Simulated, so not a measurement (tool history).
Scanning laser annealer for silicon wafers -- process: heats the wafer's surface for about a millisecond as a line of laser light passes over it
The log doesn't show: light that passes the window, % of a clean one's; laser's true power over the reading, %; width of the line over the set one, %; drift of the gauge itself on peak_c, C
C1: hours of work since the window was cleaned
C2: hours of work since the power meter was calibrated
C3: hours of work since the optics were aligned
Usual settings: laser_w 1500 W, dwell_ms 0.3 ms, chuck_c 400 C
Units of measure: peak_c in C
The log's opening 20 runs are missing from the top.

Run 21, day 23.129: usual settings; C1 125; C2 767; C3 741. Result: peak_c 1203 C.
Run 22, day 24.512: usual settings but dwell_ms 0.218 ms, chuck_c 392 C; C1 141; C2 783; C3 757. Result: peak_c 1064 C.
Run 23, day 26.1: usual settings but laser_w 1457 W, dwell_ms 0.356 ms; C1 158; C2 800; C3 775. Result: peak_c 1253 C.
Run 24, day 27.375: usual settings but laser_w 1299 W, dwell_ms 0.356 ms; C1 173; C2 815; C3 789. Result: peak_c 1144 C.
Run 25, day 28.262: usual settings but laser_w 1299 W, dwell_ms 0.356 ms; C1 183; C2 825; C3 799. Result: peak_c 1142 C.
Run 26, day 29.408: usual settings but laser_w 1363 W, dwell_ms 0.26 ms; C1 196; C2 837; C3 812. Result: peak_c 1062 C.
Run 27, day 30.254: usual settings but laser_w 1544 W, dwell_ms 0.269 ms, chuck_c 422 C; C1 205; C2 847; C3 821. Result: peak_c 1200 C.
Run 28, day 31.108: usual settings but laser_w 1544 W, dwell_ms 0.269 ms, chuck_c 422 C; C1 215; C2 856; C3 831. Result: peak_c 1203 C.
Run 29, day 31.917: usual settings but dwell_ms 0.329 ms; C1 224; C2 865; C3 840. Result: peak_c 1243 C.
Run 30, day 32.758: usual settings but laser_w 1581 W, dwell_ms 0.242 ms, chuck_c 403 C; C1 233; C2 875; C3 849. Result: peak_c 1159 C.
Run 31, day 33.462: usual settings but laser_w 1575 W, dwell_ms 0.275 ms, chuck_c 418 C; C1 241; C2 883; C3 857. Result: peak_c 1228 C.
Run 32, day 35.008: usual settings but laser_w 1602 W; C1 258; C2 900; C3 874. Result: peak_c 1266 C.
Run 33, day 35.867: usual settings but laser_w 1602 W; C1 268; C2 910; C3 884. Result: peak_c 1263 C.
Run 34, day 37.171: usual settings but laser_w 1602 W, dwell_ms 0.28 ms, chuck_c 421 C; C1 282; C2 924; C3 898. Result: peak_c 1257 C.
Run 35, day 38.304: usual settings but laser_w 1542 W, chuck_c 387 C; C1 295; C2 937; C3 911. Result: peak_c 1217 C.
Run 36, day 39.754: usual settings but laser_w 1429 W, chuck_c 423 C; C1 311; C2 953; C3 927. Result: peak_c 1178 C.
Run 37, day 40.792: usual settings but laser_w 1429 W, chuck_c 423 C; C1 323; C2 965; C3 939. Result: peak_c 1180 C.
Run 38, day 41.717: usual settings but laser_w 1429 W, chuck_c 423 C; C1 333; C2 975; C3 949. Result: peak_c 1174 C.
Run 39, day 42.929: usual settings but laser_w 1463 W, dwell_ms 0.367 ms, chuck_c 423 C; C1 347; C2 989; C3 963. Result: peak_c 1290 C.
Run 40, day 44.158: usual settings but laser_w 1463 W, dwell_ms 0.367 ms, chuck_c 423 C; C1 360; C2 1002; C3 977. Result: peak_c 1293 C.
Run 41, day 45.092: usual settings but laser_w 1463 W, dwell_ms 0.297 ms, chuck_c 375 C; C1 371; C2 1013; C3 987. Result: peak_c 1146 C.

Each row is a separate what-if for the run after 41, all from the same tool condition, not one after another. Results?
Run A, day 46.7: usual settings but laser_w 1405 W, dwell_ms 0.216 ms, chuck_c 427 C; C1 389; C2 1031; C3 1005. Result: peak_c ?.
Run B, day 46.7: usual settings but laser_w 1538 W, dwell_ms 0.358 ms, chuck_c 375 C; C1 389; C2 1031; C3 1005. Result: peak_c ?.
Run C, day 46.7: usual settings but laser_w 1276 W, dwell_ms 0.232 ms, chuck_c 375 C; C1 389; C2 1031; C3 1005. Result: peak_c ?.

run  peak_c
  A    1044
  B    1282
  C     953
Without the tool's hidden state the same runs would have given:
run  peak_c
  A    1045
  B    1283
  C     953
